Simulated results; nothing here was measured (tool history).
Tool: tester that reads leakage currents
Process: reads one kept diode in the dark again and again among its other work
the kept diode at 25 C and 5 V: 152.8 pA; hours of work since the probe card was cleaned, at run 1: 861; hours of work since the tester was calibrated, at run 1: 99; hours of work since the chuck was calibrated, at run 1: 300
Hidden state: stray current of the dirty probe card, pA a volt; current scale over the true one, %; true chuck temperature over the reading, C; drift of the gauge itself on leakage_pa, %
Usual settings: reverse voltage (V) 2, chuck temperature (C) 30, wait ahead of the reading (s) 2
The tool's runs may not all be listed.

| run | hour | reverse voltage (V) | chuck temperature (C) | wait ahead of the reading (s) | hours of work since the probe card was cleaned | hours of work since the tester was calibrated | hours of work since the chuck was calibrated | current that the tester gives (pA) |
|---|---|---|---|---|---|---|---|---|
| 1 | 0 | 2 | 30 | 2 | 861 | 99 | 300 | 190.74 |
| 2 | 32.3 | 2 | 30 | 3.5 | 877 | 115 | 316 | 190.62 |
| 3 | 82.3 | 2 | 30 | 3.5 | 903 | 141 | 341 | 192.84 |
| 4 | 135 | 2 | 30 | 2.8 | 930 | 168 | 368 | 195.24 |
| 5 | 187.9 | 2 | 30 | 2.8 | 957 | 195 | 395 | 196.19 |
| 6 | 234.8 | 2 | 30 | 2 | 981 | 219 | 419 | 197.02 |
| 7 | 282.6 | 2 | 30 | 2 | 1005 | 243 | 443 | 199.15 |
| 8 | 319.3 | 2 | 30 | 0.41 | 1024 | 262 | 462 | 201.38 |
| 9 | 368.3 | 6.49 | 30 | 2 | 1049 | 287 | 487 | 337 |
| 10 | 412.7 | 2 | 30 | 2 | 1071 | 309 | 510 | 203.61 |
| 11 | 436.6 | 2 | 47 | 2 | 1083 | 321 | 522 | 894.08 |
| 12 | 472.3 | 2 | 47 | 2 | 1102 | 340 | 540 | 899.84 |
|  | 483.6 | probe card cleaned and baked |
|  | 498.5 | chuck's temperature calibrated |
| 13 | 524.6 | 1.16 | 47 | 2 | 20 | 364 | 13 | 596.19 |
| 14 | 570.9 | 2 | 30 | 2 | 43 | 387 | 37 | 170.71 |
| 15 | 617.6 | 2 | 30 | 2 | 67 | 411 | 61 | 172.12 |
| 16 | 656.5 | 2 | 30 | 2 | 87 | 431 | 80 | 173.17 |
| 17 | 680.4 | 2 | 30 | 7.11 | 99 | 443 | 93 | 173.83 |
| 18 | 714 | 2 | 30 | 7.11 | 116 | 460 | 110 | 175.72 |
| 19 | 758.3 | 2 | 30 | 7.11 | 139 | 483 | 132 | 176.25 |
| 20 | 803.3 | 2 | 30 | 7.11 | 162 | 506 | 155 | 178.42 |
| 21 | 842.2 | 2 | 30 | 7.11 | 182 | 526 | 175 | 179.12 |
| 22 | 872.9 | 2 | 30 | 7.11 | 197 | 541 | 191 | 181.28 |
| 23 | 921.9 | 2 | 30 | 0.46 | 222 | 566 | 216 | 182.66 |
| 24 | 976.4 | 3.24 | 30 | 0.46 | 250 | 594 | 243 | 227.14 |
| 25 | 1008.6 | 3.24 | 30 | 0.46 | 266 | 610 | 260 | 228.54 |
| 26 | 1059.2 | 3.24 | 30 | 0.46 | 292 | 636 | 286 | 231.22 |
| 27 | 1111.3 | 3.24 | 30 | 0.46 | 319 | 663 | 312 | 233.79 |
| 28 | 1159.7 | 1.97 | 30 | 3.35 | 343 | 687 | 337 | 187.8 |
| 29 | 1191.9 | 2 | 26 | 2 | 360 | 704 | 353 | 131.41 |
| 30 | 1226.5 | 2 | 44 | 0.48 | 377 | 721 | 371 | 656.05 |
| 31 | 1265 | 2 | 44 | 0.48 | 397 | 741 | 390 | 663.16 |
| 32 | 1295.4 | 2 | 44 | 0.48 | 412 | 756 | 406 | 663.7 |
| 33 | 1343.4 | 2 | 29 | 1.27 | 437 | 781 | 430 | 178.86 |
| 34 | 1390 | 12.93 | 41 | 1.49 | 461 | 805 | 454 | 1159.27 |

Forecast run 35:
| 35 | 1417.3 | 12.93 | 41 | 1.49 | 475 | 818 | 468 | ? |

{"run 35": {"current that the tester gives (pA)": 1166.57}}
Without the tool's hidden state the same run would have given current that the tester gives (pA) 988.16.
